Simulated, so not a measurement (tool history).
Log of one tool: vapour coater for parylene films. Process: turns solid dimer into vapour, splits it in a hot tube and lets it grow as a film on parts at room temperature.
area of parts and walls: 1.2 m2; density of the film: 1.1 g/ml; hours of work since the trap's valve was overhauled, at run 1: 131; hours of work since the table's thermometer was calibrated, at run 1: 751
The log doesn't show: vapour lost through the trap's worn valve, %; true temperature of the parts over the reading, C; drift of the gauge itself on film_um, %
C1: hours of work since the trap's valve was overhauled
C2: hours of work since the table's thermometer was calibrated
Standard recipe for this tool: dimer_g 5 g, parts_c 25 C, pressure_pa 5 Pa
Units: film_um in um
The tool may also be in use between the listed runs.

Run 1, hour 0: usual settings; C1 131; C2 751. Result: film_um 2.8 um.
Run 2, hour 13.8: usual settings; C1 144; C2 764. Result: film_um 2.81 um.
Run 3, hour 36.7: usual settings; C1 164; C2 784. Result: film_um 2.78 um.
Run 4, hour 63.9: usual settings; C1 188; C2 808. Result: film_um 2.81 um.
Run 5, hour 79.9: usual settings; C1 202; C2 822. Result: film_um 2.81 um.
Run 6, hour 100.6: usual settings; C1 221; C2 841. Result: film_um 2.8 um.
Run 7, hour 121.7: usual settings but dimer_g 2 g; C1 239; C2 859. Result: film_um 1.13 um.
Run 8, hour 133.2: usual settings but dimer_g 2 g; C1 250; C2 870. Result: film_um 1.12 um.
Run 9, hour 160.2: usual settings but dimer_g 2 g; C1 274; C2 894. Result: film_um 1.11 um.
Run 10, hour 184.3: usual settings but dimer_g 2 g; C1 295; C2 915. Result: film_um 1.11 um.
Run 11, hour 204.2: usual settings but dimer_g 2 g; C1 313; C2 933. Result: film_um 1.13 um.
Run 12, hour 220.9: usual settings but dimer_g 2 g; C1 328; C2 948. Result: film_um 1.14 um.
Run 13, hour 248.2: usual settings but dimer_g 3 g; C1 352; C2 972. Result: film_um 1.67 um.
Run 14, hour 262.4: usual settings but dimer_g 7 g, pressure_pa 6.12 Pa; C1 365; C2 985. Result: film_um 3.83 um.
Run 15, hour 279.4: usual settings but dimer_g 7 g, pressure_pa 6.12 Pa; C1 380; C2 1000. Result: film_um 3.84 um.
Run 16, hour 304.9: usual settings but parts_c 24 C, pressure_pa 4.19 Pa; C1 402; C2 1022. Result: film_um 2.94 um.
Run 17, hour 325.4: usual settings but parts_c 24 C, pressure_pa 4.19 Pa; C1 421; C2 1041. Result: film_um 2.95 um.
Run 18, hour 337.1: usual settings but dimer_g 3 g, pressure_pa 9.94 Pa; C1 431; C2 1051. Result: film_um 1.56 um.
Run 19, hour 363.9: usual settings but dimer_g 3 g, pressure_pa 9.94 Pa; C1 455; C2 1075. Result: film_um 1.58 um.
Run 20, hour 376.9: usual settings but dimer_g 2 g, parts_c 35 C, pressure_pa 3.47 Pa; C1 466; C2 1086. Result: film_um 0.86 um.
Run 21, hour 393.1: usual settings but parts_c 35 C, pressure_pa 3.47 Pa; C1 481; C2 1101. Result: film_um 2.14 um.
Run 22, hour 416.2: usual settings but parts_c 35 C, pressure_pa 3.47 Pa; C1 501; C2 1121. Result: film_um 2.13 um.
Run 23, hour 432.3: usual settings but parts_c 35 C, pressure_pa 3.47 Pa; C1 516; C2 1136. Result: film_um 2.12 um.
Run 24, hour 454.8: usual settings but parts_c 35 C, pressure_pa 3.47 Pa; C1 536; C2 1156. Result: film_um 2.1 um.
At hour 463.7: trap's valve overhauled.
Run 25, hour 478.4: usual settings but dimer_g 6 g, parts_c 20 C, pressure_pa 2.83 Pa; C1 13; C2 1173. Result: film_um 4.2 um.
Run 26, hour 503.7: usual settings but dimer_g 6 g, parts_c 20 C, pressure_pa 2.83 Pa; C1 36; C2 1196. Result: film_um 4.19 um.

Below are 5 alternative next runs, each starting from the tool's condition after run 26. Predict each:
Run A, hour 520.8: usual settings but parts_c 27 C, pressure_pa 2.91 Pa; C1 51; C2 1211. Result: film_um ?.
Run B, hour 520.8: usual settings but dimer_g 8 g; C1 51; C2 1211. Result: film_um ?.
Run C, hour 520.8: usual settings but dimer_g 3 g, pressure_pa 6.95 Pa; C1 51; C2 1211. Result: film_um ?.
Run D, hour 520.8: usual settings but dimer_g 6 g, parts_c 31 C, pressure_pa 8.98 Pa; C1 51; C2 1211. Result: film_um ?.
Run E, hour 520.8: usual settings but dimer_g 6 g, parts_c 20 C, pressure_pa 6.88 Pa; C1 51; C2 1211. Result: film_um ?.

run  film_um
  A     2.79
  B     4.49
  C     1.62
  D     2.62
  E     3.81
Without the tool's unlogged condition, the same runs would have read:
run  film_um
  A     2.79
  B     4.49
  C     1.62
  D     2.62
  E     3.81
